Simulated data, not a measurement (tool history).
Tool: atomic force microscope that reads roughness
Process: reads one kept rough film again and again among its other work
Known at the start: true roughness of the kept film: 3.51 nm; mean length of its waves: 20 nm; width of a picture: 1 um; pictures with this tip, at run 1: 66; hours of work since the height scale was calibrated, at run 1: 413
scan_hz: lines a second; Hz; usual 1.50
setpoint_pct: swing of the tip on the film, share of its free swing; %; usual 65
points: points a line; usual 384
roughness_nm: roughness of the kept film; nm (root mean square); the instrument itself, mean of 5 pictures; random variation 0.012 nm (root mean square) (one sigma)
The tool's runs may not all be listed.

| run | hour | scan_hz | setpoint_pct | points | pictures with this tip | hours of work since the height scale was calibrated | roughness_nm |
|---|---|---|---|---|---|---|---|
| 1 | 0.0 | 1.50 | 65 | 384 | 66 | 413 | 2.761 |
| 2 | 11.1 | 1.50 | 65 | 384 | 86 | 421 | 2.715 |
| 3 | 29.0 | 1.27 | 65 | 384 | 117 | 434 | 2.745 |
| 4 | 43.2 | 1.27 | 65 | 384 | 142 | 444 | 2.773 |
| 5 | 54.8 | 0.51 | 65 | 384 | 162 | 452 | 2.852 |
| 6 | 67.0 | 1.50 | 65 | 821 | 183 | 461 | 2.781 |
| 7 | 77.3 | 1.50 | 65 | 384 | 201 | 468 | 2.769 |
| 8 | 90.9 | 1.50 | 65 | 384 | 225 | 478 | 2.732 |
| 9 | 104.3 | 1.50 | 65 | 384 | 248 | 487 | 2.740 |
| 10 | 120.8 | 1.50 | 65 | 384 | 277 | 499 | 2.749 |
| 11 | 140.9 | 1.50 | 65 | 384 | 312 | 513 | 2.730 |
| 12 | 151.1 | 1.50 | 65 | 384 | 330 | 521 | 2.727 |
|  | 169.0 | new tip fitted |
| 13 | 172.7 | 1.50 | 65 | 319 | 6 | 536 | 2.746 |
| 14 | 190.0 | 1.50 | 67 | 384 | 36 | 548 | 2.736 |
| 15 | 201.1 | 1.50 | 65 | 384 | 56 | 556 | 2.762 |
| 16 | 223.7 | 1.50 | 65 | 384 | 95 | 572 | 2.760 |
| 17 | 233.1 | 1.50 | 65 | 384 | 111 | 578 | 2.738 |
| 18 | 249.3 | 1.50 | 65 | 384 | 140 | 590 | 2.729 |
| 19 | 270.1 | 1.50 | 65 | 384 | 176 | 605 | 2.751 |
| 20 | 280.5 | 1.50 | 65 | 384 | 194 | 612 | 2.743 |
| 21 | 293.1 | 1.07 | 88 | 575 | 216 | 621 | 2.533 |
| 22 | 309.3 | 3.21 | 61 | 916 | 245 | 633 | 2.664 |
| 23 | 328.3 | 1.02 | 61 | 516 | 278 | 646 | 2.835 |
| 24 | 344.3 | 1.66 | 61 | 516 | 306 | 657 | 2.781 |
| 25 | 363.3 | 1.50 | 62 | 518 | 339 | 671 | 2.797 |
|  | 377.5 | new tip fitted |
| 26 | 384.5 | 1.50 | 62 | 518 | 12 | 686 | 2.801 |
| 27 | 394.7 | 1.50 | 77 | 289 | 30 | 693 | 2.547 |
| 28 | 411.7 | 1.50 | 60 | 308 | 60 | 705 | 2.782 |
| 29 | 427.5 | 1.50 | 60 | 308 | 87 | 716 | 2.782 |
| 30 | 446.4 | 1.50 | 58 | 484 | 120 | 730 | 2.838 |
| 31 | 464.7 | 1.20 | 65 | 384 | 152 | 743 | 2.795 |
| 32 | 482.2 | 2.49 | 66 | 581 | 183 | 755 | 2.643 |
| 33 | 498.5 | 2.95 | 66 | 596 | 211 | 767 | 2.580 |
| 34 | 509.7 | 3.38 | 66 | 398 | 231 | 775 | 2.511 |
| 35 | 527.0 | 3.38 | 66 | 398 | 261 | 787 | 2.516 |
| 36 | 547.6 | 3.38 | 82 | 367 | 297 | 801 | 2.082 |
| 37 | 568.6 | 3.38 | 82 | 367 | 334 | 816 | 2.084 |
|  | 586.1 | new tip fitted |
| 38 | 588.9 | 3.38 | 82 | 594 | 5 | 830 | 2.112 |
| 39 | 600.2 | 3.38 | 82 | 594 | 25 | 838 | 2.107 |
| 40 | 613.7 | 3.38 | 82 | 594 | 48 | 848 | 2.113 |

How the hidden state differs across the entries between the runs, from the last listed run before each to the first after it:
Between runs 12 and 13: new tip fitted (hour 169.0)
  radius of the tip, nm: 5.1 -> 5
Between runs 25 and 26: new tip fitted (hour 377.5)
  radius of the tip, nm: 5.1 -> 5
Between runs 37 and 38: new tip fitted (hour 586.1)
  radius of the tip, nm: 5.1 -> 5

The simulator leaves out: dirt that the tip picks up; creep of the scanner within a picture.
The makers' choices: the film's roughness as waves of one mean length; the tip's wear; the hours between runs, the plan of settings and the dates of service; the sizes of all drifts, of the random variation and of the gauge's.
